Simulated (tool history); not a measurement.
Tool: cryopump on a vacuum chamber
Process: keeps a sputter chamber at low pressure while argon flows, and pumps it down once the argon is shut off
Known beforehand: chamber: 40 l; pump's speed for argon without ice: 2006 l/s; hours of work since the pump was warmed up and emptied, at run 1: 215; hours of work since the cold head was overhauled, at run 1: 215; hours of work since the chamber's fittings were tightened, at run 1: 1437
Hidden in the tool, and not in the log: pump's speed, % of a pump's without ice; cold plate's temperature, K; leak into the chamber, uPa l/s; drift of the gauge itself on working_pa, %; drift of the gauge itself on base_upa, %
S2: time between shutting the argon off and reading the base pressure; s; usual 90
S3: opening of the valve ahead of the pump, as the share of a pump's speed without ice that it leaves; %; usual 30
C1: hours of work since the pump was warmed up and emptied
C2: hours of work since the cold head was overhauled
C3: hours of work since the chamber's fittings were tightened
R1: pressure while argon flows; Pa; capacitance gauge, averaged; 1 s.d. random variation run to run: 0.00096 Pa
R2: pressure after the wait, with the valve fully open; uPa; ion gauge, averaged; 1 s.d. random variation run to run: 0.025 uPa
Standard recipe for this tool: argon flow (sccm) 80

run 1 hour=0 | argon_flow_(sccm)=80 S2=90 S3=30 | C1=215 C2=215 C3=1437 | R1=0.2308 R2=1.73
run 2 hour=38.1 | argon_flow_(sccm)=80 S2=90 S3=30 | C1=237 C2=237 C3=1459 | R1=0.2323 R2=1.74
run 3 hour=73.6 | argon_flow_(sccm)=80 S2=90 S3=30 | C1=258 C2=258 C3=1480 | R1=0.2327 R2=1.79
run 4 hour=109 | argon_flow_(sccm)=80 S2=90 S3=30 | C1=279 C2=279 C3=1501 | R1=0.233 R2=1.82
run 5 hour=148.5 | argon_flow_(sccm)=80 S2=90 S3=30 | C1=302 C2=302 C3=1524 | R1=0.2339 R2=1.84
run 6 hour=177.4 | argon_flow_(sccm)=80 S2=90 S3=30 | C1=319 C2=319 C3=1541 | R1=0.2335 R2=1.84
run 7 hour=220 | argon_flow_(sccm)=80 S2=90 S3=30 | C1=344 C2=344 C3=1566 | R1=0.2355 R2=1.82
run 8 hour=258.9 | argon_flow_(sccm)=80 S2=90 S3=30 | C1=367 C2=367 C3=1589 | R1=0.2376 R2=1.9
run 9 hour=301.4 | argon_flow_(sccm)=80 S2=90 S3=46 | C1=392 C2=392 C3=1614 | R1=0.1608 R2=1.93
run 10 hour=345.5 | argon_flow_(sccm)=80 S2=90 S3=46 | C1=418 C2=418 C3=1640 | R1=0.1601 R2=1.91
-- hour=373.4 pump warmed up, emptied and cooled again
run 11 hour=393.8 | argon_flow_(sccm)=80 S2=90 S3=46 | C1=12 C2=443 C3=1665 | R1=0.147 R2=1.8
run 12 hour=433.7 | argon_flow_(sccm)=80 S2=90 S3=32 | C1=35 C2=467 C3=1688 | R1=0.2122 R2=1.78
run 13 hour=476.2 | argon_flow_(sccm)=80 S2=46 S3=30 | C1=60 C2=492 C3=1713 | R1=0.2258 R2=2.68
run 14 hour=519.5 | argon_flow_(sccm)=93 S2=90 S3=30 | C1=86 C2=517 C3=1739 | R1=0.2662 R2=1.88
run 15 hour=541.5 | argon_flow_(sccm)=93 S2=90 S3=30 | C1=99 C2=530 C3=1752 | R1=0.2664 R2=1.86
run 16 hour=578.8 | argon_flow_(sccm)=93 S2=90 S3=18 | C1=121 C2=552 C3=1774 | R1=0.4419 R2=1.9
run 17 hour=622.4 | argon_flow_(sccm)=93 S2=90 S3=18 | C1=146 C2=578 C3=1799 | R1=0.4394 R2=1.9
run 18 hour=644.4 | argon_flow_(sccm)=116 S2=26 S3=15 | C1=159 C2=591 C3=1812 | R1=0.658 R2=4.06
run 19 hour=685.4 | argon_flow_(sccm)=116 S2=26 S3=15 | C1=183 C2=615 C3=1836 | R1=0.665 R2=4.09
run 20 hour=716 | argon_flow_(sccm)=116 S2=26 S3=15 | C1=201 C2=633 C3=1854 | R1=0.6635 R2=4.06
run 21 hour=750.7 | argon_flow_(sccm)=44 S2=90 S3=59 | C1=222 C2=653 C3=1875 | R1=0.0667 R2=1.98
run 22 hour=770.7 | argon_flow_(sccm)=153 S2=299 S3=30 | C1=233 C2=665 C3=1886 | R1=0.4459 R2=1.36
run 23 hour=814.1 | argon_flow_(sccm)=62 S2=27 S3=59 | C1=259 C2=690 C3=1912 | R1=0.0954 R2=4.04
run 24 hour=840.9 | argon_flow_(sccm)=62 S2=105 S3=47 | C1=275 C2=706 C3=1928 | R1=0.1172 R2=1.92
run 25 hour=878.2 | argon_flow_(sccm)=50 S2=105 S3=37 | C1=297 C2=728 C3=1950 | R1=0.1202 R2=1.92
run 26 hour=898.8 | argon_flow_(sccm)=80 S2=24 S3=44 | C1=309 C2=740 C3=1962 | R1=0.1653 R2=4.35
run 27 hour=939.7 | argon_flow_(sccm)=130 S2=298 S3=15 | C1=333 C2=764 C3=1986 | R1=0.7432 R2=1.5
run 28 hour=973.2 | argon_flow_(sccm)=130 S2=270 S3=15 | C1=352 C2=784 C3=2005 | R1=0.7495 R2=1.6
run 29 hour=1010.6 | argon_flow_(sccm)=71 S2=53 S3=30 | C1=374 C2=806 C3=2027 | R1=0.211 R2=2.73
run 30 hour=1036.5 | argon_flow_(sccm)=71 S2=31 S3=16 | C1=390 C2=821 C3=2043 | R1=0.3841 R2=3.71
run 31 hour=1071 | argon_flow_(sccm)=38 S2=90 S3=46 | C1=410 C2=841 C3=2063 | R1=0.0778 R2=2.2
run 32 hour=1100.1 | argon_flow_(sccm)=38 S2=90 S3=46 | C1=427 C2=858 C3=2080 | R1=0.0771 R2=2.22
-- hour=1114.3 pump warmed up, emptied and cooled again
run 33 hour=1134.7 | argon_flow_(sccm)=38 S2=90 S3=46 | C1=12 C2=876 C3=2097 | R1=0.0702 R2=2.02
run 34 hour=1172.2 | argon_flow_(sccm)=83 S2=90 S3=31 | C1=34 C2=898 C3=2119 | R1=0.2275 R2=1.97

Entry by entry between the runs, the difference in hidden state between the last listed run before and the first listed run after:
Between runs 10 and 11: pump warmed up, emptied and cooled again (hour 373.4)
  pump's speed, % of a pump's without ice: 83.6 -> 99.4; cold plate's temperature, K: 12.46 -> 12.47; leak into the chamber, uPa l/s: 1845 -> 1871
  measured result minus the result with no hidden state, R1: +0.0139 -> +0.001 Pa; R2: +0.95 -> +0.81 uPa
Between runs 32 and 33: pump warmed up, emptied and cooled again (hour 1114.3)
  pump's speed, % of a pump's without ice: 82.3 -> 99.4; cold plate's temperature, K: 12.67 -> 12.68; leak into the chamber, uPa l/s: 2266 -> 2283
  measured result minus the result with no hidden state, R1: +0.0074 -> +0.0006 Pa; R2: +1.24 -> +1.03 uPa

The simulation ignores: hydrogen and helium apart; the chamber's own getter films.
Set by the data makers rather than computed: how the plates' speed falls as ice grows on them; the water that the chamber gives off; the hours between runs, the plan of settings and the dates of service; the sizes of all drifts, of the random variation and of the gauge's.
